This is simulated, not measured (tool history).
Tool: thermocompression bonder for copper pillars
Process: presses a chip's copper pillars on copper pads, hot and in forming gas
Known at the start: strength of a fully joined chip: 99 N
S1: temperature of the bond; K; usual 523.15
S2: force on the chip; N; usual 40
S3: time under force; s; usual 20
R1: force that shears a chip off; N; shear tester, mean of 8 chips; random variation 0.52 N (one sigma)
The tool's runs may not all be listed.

run	day	S1	S2	S3	R1
1	0.000	523.15	40	20	46.7
2	1.792	523.15	56	20	57.7
3	3.425	523.15	56	20	56.4
4	5.712	523.15	35	20	41.2
5	7.100	537.15	35	20	51.7
6	8.983	523.15	40	21	45.9
7	10.925	508.15	32	12	23.3

Run 8 comes next. What will it give?
8	12.838	508.15	32	12	?

R1: 23.5 N
Without the tool's hidden state the same run would have given R1 22.8 N.
